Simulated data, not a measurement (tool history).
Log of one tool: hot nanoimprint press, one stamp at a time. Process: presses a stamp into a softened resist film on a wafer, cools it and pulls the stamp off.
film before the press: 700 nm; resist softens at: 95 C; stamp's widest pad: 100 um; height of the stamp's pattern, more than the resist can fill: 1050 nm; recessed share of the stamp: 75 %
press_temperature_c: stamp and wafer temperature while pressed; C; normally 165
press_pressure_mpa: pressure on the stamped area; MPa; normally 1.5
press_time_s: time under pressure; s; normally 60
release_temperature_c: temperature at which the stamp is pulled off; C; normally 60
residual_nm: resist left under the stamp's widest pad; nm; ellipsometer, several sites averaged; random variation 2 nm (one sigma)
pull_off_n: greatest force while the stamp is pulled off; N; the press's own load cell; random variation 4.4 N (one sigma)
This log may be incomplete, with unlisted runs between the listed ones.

run 1 day=0 | press_temperature_c=165 press_pressure_mpa=1.5 press_time_s=60 release_temperature_c=60 | residual_nm=341.7 pull_off_n=248
run 2 day=2.838 | press_temperature_c=165 press_pressure_mpa=1.5 press_time_s=60 release_temperature_c=60 | residual_nm=343.1 pull_off_n=262
run 3 day=4.838 | press_temperature_c=172 press_pressure_mpa=1.5 press_time_s=60 release_temperature_c=60 | residual_nm=232.3 pull_off_n=264
run 4 day=6.488 | press_temperature_c=165 press_pressure_mpa=1.5 press_time_s=60 release_temperature_c=60 | residual_nm=337.3 pull_off_n=259
run 5 day=8.108 | press_temperature_c=165 press_pressure_mpa=1.5 press_time_s=60 release_temperature_c=62 | residual_nm=333.3 pull_off_n=258
-- day=9.433 plate thermocouple calibrated
run 6 day=10.146 | press_temperature_c=165 press_pressure_mpa=1.5 press_time_s=60 release_temperature_c=62 | residual_nm=359.1 pull_off_n=277
run 7 day=11.633 | press_temperature_c=165 press_pressure_mpa=1.5 press_time_s=60 release_temperature_c=62 | residual_nm=357.1 pull_off_n=286
run 8 day=14.092 | press_temperature_c=169 press_pressure_mpa=1.5 press_time_s=60 release_temperature_c=60 | residual_nm=288 pull_off_n=306
-- day=15.367 stamp cleaned and given a new release coat
-- day=16.133 press's hydraulic seals changed and the load cell set to zero
run 9 day=17.333 | press_temperature_c=165 press_pressure_mpa=1.5 press_time_s=60 release_temperature_c=60 | residual_nm=340.7 pull_off_n=213
run 10 day=20.2 | press_temperature_c=165 press_pressure_mpa=1.5 press_time_s=60 release_temperature_c=60 | residual_nm=337.3 pull_off_n=229
run 11 day=22.35 | press_temperature_c=163 press_pressure_mpa=0.9 press_time_s=99 release_temperature_c=60 | residual_nm=392.9 pull_off_n=239
run 12 day=24.758 | press_temperature_c=163 press_pressure_mpa=0.9 press_time_s=99 release_temperature_c=60 | residual_nm=384.4 pull_off_n=243
run 13 day=26.775 | press_temperature_c=154 press_pressure_mpa=1.5 press_time_s=60 release_temperature_c=53 | residual_nm=544 pull_off_n=268
run 14 day=28.992 | press_temperature_c=162 press_pressure_mpa=1.5 press_time_s=110 release_temperature_c=64 | residual_nm=310.3 pull_off_n=243
-- day=30.846 plate thermocouple calibrated
run 15 day=31.662 | press_temperature_c=162 press_pressure_mpa=2.01 press_time_s=68 release_temperature_c=64 | residual_nm=343.8 pull_off_n=247
run 16 day=33.425 | press_temperature_c=166 press_pressure_mpa=2.01 press_time_s=33 release_temperature_c=64 | residual_nm=361.7 pull_off_n=247

Run 17 comes next. What will it give?
run 17 day=35.883 | press_temperature_c=166 press_pressure_mpa=1.46 press_time_s=113 release_temperature_c=56 | residual_nm=? pull_off_n=?

For run 17 the tool returned residual_nm 261.8 nm, pull_off_n 296 N.
Minus the tool's unlogged condition, the same run would have read residual_nm 259.3 nm, pull_off_n 226 N.
